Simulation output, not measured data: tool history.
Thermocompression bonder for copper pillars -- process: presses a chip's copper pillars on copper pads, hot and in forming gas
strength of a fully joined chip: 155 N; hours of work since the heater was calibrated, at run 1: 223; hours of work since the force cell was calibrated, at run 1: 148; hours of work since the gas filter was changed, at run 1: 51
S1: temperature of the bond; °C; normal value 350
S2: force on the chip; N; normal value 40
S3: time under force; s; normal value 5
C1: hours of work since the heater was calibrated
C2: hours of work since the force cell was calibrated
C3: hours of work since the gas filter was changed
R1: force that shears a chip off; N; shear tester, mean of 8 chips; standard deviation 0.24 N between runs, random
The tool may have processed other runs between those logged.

run 1 hour=0.0 | S1=350 S2=40 S3=5 | C1=223 C2=148 C3=51 | R1=68.0
run 2 hour=15.7 | S1=350 S2=40 S3=5 | C1=229 C2=154 C3=58 | R1=68.1
run 3 hour=23.2 | S1=350 S2=40 S3=5 | C1=232 C2=157 C3=61 | R1=68.0
run 4 hour=31.9 | S1=350 S2=53 S3=5 | C1=236 C2=161 C3=64 | R1=77.5
run 5 hour=42.7 | S1=350 S2=53 S3=5 | C1=240 C2=165 C3=69 | R1=77.1
run 6 hour=49.5 | S1=350 S2=53 S3=5 | C1=243 C2=168 C3=71 | R1=77.4
run 7 hour=62.5 | S1=372 S2=40 S3=5 | C1=248 C2=173 C3=77 | R1=81.5
run 8 hour=73.6 | S1=372 S2=40 S3=5 | C1=252 C2=178 C3=81 | R1=81.9
run 9 hour=87.3 | S1=372 S2=40 S3=5 | C1=258 C2=183 C3=87 | R1=81.4
run 10 hour=95.2 | S1=372 S2=40 S3=5 | C1=261 C2=186 C3=90 | R1=81.4
run 11 hour=106.7 | S1=372 S2=40 S3=5 | C1=266 C2=191 C3=94 | R1=81.8
run 12 hour=120.3 | S1=345 S2=40 S3=5 | C1=271 C2=196 C3=100 | R1=64.6
run 13 hour=134.3 | S1=345 S2=40 S3=5 | C1=277 C2=202 C3=106 | R1=64.6
run 14 hour=148.4 | S1=350 S2=40 S3=5 | C1=283 C2=208 C3=111 | R1=68.2
run 15 hour=155.1 | S1=350 S2=47 S3=5 | C1=285 C2=210 C3=114 | R1=72.9
run 16 hour=162.8 | S1=350 S2=47 S3=5 | C1=288 C2=214 C3=117 | R1=72.8
run 17 hour=177.3 | S1=376 S2=48 S3=7 | C1=294 C2=219 C3=123 | R1=99.5
run 18 hour=186.6 | S1=378 S2=40 S3=5 | C1=298 C2=223 C3=127 | R1=84.7
run 19 hour=196.8 | S1=378 S2=40 S3=5 | C1=302 C2=227 C3=131 | R1=85.1
-- hour=199.4 force cell calibrated
run 20 hour=208.5 | S1=379 S2=51 S3=10 | C1=306 C2=4 C3=135 | R1=112.8
run 21 hour=219.6 | S1=368 S2=35 S3=7 | C1=311 C2=8 C3=139 | R1=83.2
run 22 hour=231.4 | S1=376 S2=49 S3=5 | C1=315 C2=13 C3=144 | R1=90.4
-- hour=245.9 force cell calibrated, once more
run 23 hour=248.0 | S1=367 S2=38 S3=8 | C1=321 C2=1 C3=150 | R1=90.8
run 24 hour=256.2 | S1=371 S2=38 S3=9 | C1=325 C2=4 C3=153 | R1=96.5
run 25 hour=269.9 | S1=371 S2=38 S3=9 | C1=330 C2=10 C3=159 | R1=96.0
run 26 hour=282.2 | S1=371 S2=38 S3=9 | C1=335 C2=15 C3=164 | R1=96.4
run 27 hour=294.5 | S1=350 S2=34 S3=3 | C1=340 C2=20 C3=169 | R1=52.1
run 28 hour=307.2 | S1=341 S2=25 S3=7 | C1=345 C2=25 C3=174 | R1=57.4
run 29 hour=316.5 | S1=350 S2=24 S3=13 | C1=349 C2=28 C3=178 | R1=77.3
run 30 hour=331.8 | S1=350 S2=24 S3=13 | C1=355 C2=35 C3=184 | R1=76.9
run 31 hour=342.9 | S1=365 S2=36 S3=4 | C1=360 C2=39 C3=188 | R1=68.5

3 options for the next run, each taken on its own from the tool as it stands now. Forecast them:
run A hour=356.8 | S1=334 S2=36 S3=5 | C1=365 C2=45 C3=194 | R1=?
run B hour=356.8 | S1=322 S2=27 S3=7 | C1=365 C2=45 C3=194 | R1=?
run C hour=356.8 | S1=372 S2=36 S3=4 | C1=365 C2=45 C3=194 | R1=?

run=A R1=56.1
run=B R1=48.7
run=C R1=73.1
With no hidden state in the tool, these same runs would have given:
run=A R1=54.5
run=B R1=47.1
run=C R1=71.8

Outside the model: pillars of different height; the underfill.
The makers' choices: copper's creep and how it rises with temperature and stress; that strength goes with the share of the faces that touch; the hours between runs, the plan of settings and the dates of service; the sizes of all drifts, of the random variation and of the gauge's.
